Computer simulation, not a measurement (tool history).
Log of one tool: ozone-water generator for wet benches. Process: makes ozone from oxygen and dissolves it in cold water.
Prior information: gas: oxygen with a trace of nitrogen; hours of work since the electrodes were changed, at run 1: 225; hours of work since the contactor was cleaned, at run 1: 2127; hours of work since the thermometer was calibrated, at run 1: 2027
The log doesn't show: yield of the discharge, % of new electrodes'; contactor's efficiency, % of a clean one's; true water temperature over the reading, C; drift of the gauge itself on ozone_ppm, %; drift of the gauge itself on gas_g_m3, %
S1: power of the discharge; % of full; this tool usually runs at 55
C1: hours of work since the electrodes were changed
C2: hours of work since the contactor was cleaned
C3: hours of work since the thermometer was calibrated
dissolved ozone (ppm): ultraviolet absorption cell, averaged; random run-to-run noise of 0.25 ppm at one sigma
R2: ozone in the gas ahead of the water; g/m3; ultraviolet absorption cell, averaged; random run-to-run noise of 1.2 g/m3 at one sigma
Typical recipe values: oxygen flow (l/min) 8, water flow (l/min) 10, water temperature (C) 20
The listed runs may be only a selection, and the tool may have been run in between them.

Run 1, hour 0: usual settings; C1 225; C2 2127; C3 2027. Result: dissolved ozone (ppm) 37.3, R2 209.6 g/m3.
Run 2, hour 34.7: usual settings; C1 253; C2 2155; C3 2055. Result: dissolved ozone (ppm) 37.2, R2 207.6 g/m3.
At hour 46.6: contactor cleaned.
Run 3, hour 55.9: usual settings but water flow (l/min) 8; C1 267; C2 7; C3 2068. Result: dissolved ozone (ppm) 42.6, R2 207.7 g/m3.
Run 4, hour 80.6: usual settings but water flow (l/min) 8; C1 287; C2 27; C3 2088. Result: dissolved ozone (ppm) 42.5, R2 209.9 g/m3.
Run 5, hour 105.4: usual settings but oxygen flow (l/min) 5; C1 306; C2 47; C3 2108. Result: dissolved ozone (ppm) 39.6, R2 248.2 g/m3.
Run 6, hour 140.2: usual settings but water flow (l/min) 7; C1 334; C2 75; C3 2136. Result: dissolved ozone (ppm) 45.2, R2 209.2 g/m3.
Run 7, hour 167.4: usual settings; C1 356; C2 97; C3 2158. Result: dissolved ozone (ppm) 38.3, R2 207.4 g/m3.
Run 8, hour 195.6: usual settings; C1 379; C2 119; C3 2180. Result: dissolved ozone (ppm) 38.1, R2 208.8 g/m3.
Run 9, hour 209.7: usual settings; C1 390; C2 131; C3 2191. Result: dissolved ozone (ppm) 38.7, R2 208.6 g/m3.
Run 10, hour 233.9: usual settings; C1 409; C2 150; C3 2211. Result: dissolved ozone (ppm) 37.9, R2 208.4 g/m3.
Run 11, hour 252.5: usual settings; C1 424; C2 165; C3 2226. Result: dissolved ozone (ppm) 38.2, R2 206.3 g/m3.
Run 12, hour 277.6: usual settings but water flow (l/min) 8; C1 444; C2 185; C3 2246. Result: dissolved ozone (ppm) 42.4, R2 208 g/m3.
Run 13, hour 308.8: usual settings but water flow (l/min) 8; C1 469; C2 210; C3 2271. Result: dissolved ozone (ppm) 42.5, R2 208.6 g/m3.
Run 14, hour 336.2: usual settings but water flow (l/min) 8; C1 491; C2 232; C3 2293. Result: dissolved ozone (ppm) 42.8, R2 205.5 g/m3.
Run 15, hour 368.5: usual settings; C1 517; C2 258; C3 2318. Result: dissolved ozone (ppm) 38.3, R2 207.1 g/m3.
Run 16, hour 386.9: usual settings; C1 532; C2 272; C3 2333. Result: dissolved ozone (ppm) 37.8, R2 205.6 g/m3.
Run 17, hour 416.1: usual settings but S1 66 % of full; C1 555; C2 296; C3 2357. Result: dissolved ozone (ppm) 43.4, R2 235.9 g/m3.
Run 18, hour 445.1: usual settings but S1 91 % of full, water flow (l/min) 14; C1 578; C2 319; C3 2380. Result: dissolved ozone (ppm) 43.6, R2 288.9 g/m3.
Run 19, hour 469: usual settings but water flow (l/min) 8; C1 597; C2 338; C3 2399. Result: dissolved ozone (ppm) 41.8, R2 206.3 g/m3.
Run 20, hour 502: usual settings but oxygen flow (l/min) 11.77, water flow (l/min) 8; C1 624; C2 364; C3 2425. Result: dissolved ozone (ppm) 39.7, R2 178.4 g/m3.
Run 21, hour 535.9: usual settings but oxygen flow (l/min) 11.73, water temperature (C) 14; C1 651; C2 391; C3 2452. Result: dissolved ozone (ppm) 42, R2 179.8 g/m3.
Run 22, hour 562.4: usual settings but S1 42 % of full, oxygen flow (l/min) 5.11, water temperature (C) 14; C1 672; C2 413; C3 2474. Result: dissolved ozone (ppm) 36.4, R2 203 g/m3.
Run 23, hour 589.5: usual settings but S1 56 % of full, water temperature (C) 17; C1 694; C2 434; C3 2495. Result: dissolved ozone (ppm) 41.5, R2 208.7 g/m3.
Run 24, hour 611.5: usual settings but S1 56 % of full, water temperature (C) 17; C1 711; C2 452; C3 2513. Result: dissolved ozone (ppm) 40.9, R2 209.5 g/m3.
Run 25, hour 637.9: usual settings but S1 56 % of full, oxygen flow (l/min) 10.38, water temperature (C) 17; C1 732; C2 473; C3 2534. Result: dissolved ozone (ppm) 40, R2 189.2 g/m3.
Run 26, hour 672.6: usual settings but S1 84 % of full, oxygen flow (l/min) 14.06, water flow (l/min) 9; C1 760; C2 501; C3 2562. Result: dissolved ozone (ppm) 48.7, R2 220.9 g/m3.
Run 27, hour 701.3: usual settings but S1 72 % of full, water temperature (C) 17; C1 783; C2 524; C3 2585. Result: dissolved ozone (ppm) 48.1, R2 246.6 g/m3.
Run 28, hour 720.8: usual settings but S1 62 % of full, oxygen flow (l/min) 10.84, water flow (l/min) 14, water temperature (C) 14; C1 799; C2 539; C3 2600. Result: dissolved ozone (ppm) 37.4, R2 197.9 g/m3.
Run 29, hour 737.4: usual settings but S1 47 % of full, oxygen flow (l/min) 8.25, water flow (l/min) 8, water temperature (C) 12; C1 812; C2 553; C3 2614. Result: dissolved ozone (ppm) 45.7, R2 182.8 g/m3.
Run 30, hour 764.3: usual settings but S1 47 % of full, oxygen flow (l/min) 8.25, water flow (l/min) 8, water temperature (C) 12; C1 833; C2 574; C3 2635. Result: dissolved ozone (ppm) 45.3, R2 183 g/m3.
Run 31, hour 790.3: usual settings but S1 47 % of full, oxygen flow (l/min) 8.25, water flow (l/min) 12; C1 854; C2 595; C3 2656. Result: dissolved ozone (ppm) 30.4, R2 182.7 g/m3.
Run 32, hour 818: usual settings but S1 82 % of full, oxygen flow (l/min) 9.7, water flow (l/min) 13, water temperature (C) 19; C1 876; C2 617; C3 2678. Result: dissolved ozone (ppm) 42.5, R2 247.7 g/m3.

3 options for the next run, each taken on its own from the tool as it stands now. Forecast them:
Run A, hour 851.9: usual settings but S1 90 % of full, oxygen flow (l/min) 4.49, water flow (l/min) 8, water temperature (C) 19; C1 904; C2 644; C3 2705. Result: dissolved ozone (ppm) ?, R2 ?.
Run B, hour 851.9: usual settings but S1 82 % of full, oxygen flow (l/min) 9.7, water flow (l/min) 13, water temperature (C) 13; C1 904; C2 644; C3 2705. Result: dissolved ozone (ppm) ?, R2 ?.
Run C, hour 851.9: usual settings but S1 96 % of full, oxygen flow (l/min) 9.7, water flow (l/min) 13, water temperature (C) 14; C1 904; C2 644; C3 2705. Result: dissolved ozone (ppm) ?, R2 ?.

run  dissolved ozone (ppm)     R2
  A                   61.4  341.5
  B                   48.1    246
  C                   52.9  275.2
Had the tool no hidden state, the same runs would have come out as:
run  dissolved ozone (ppm)     R2
  A                   64.3  352.8
  B                   50.5  253.7
  C                   55.7  284.6
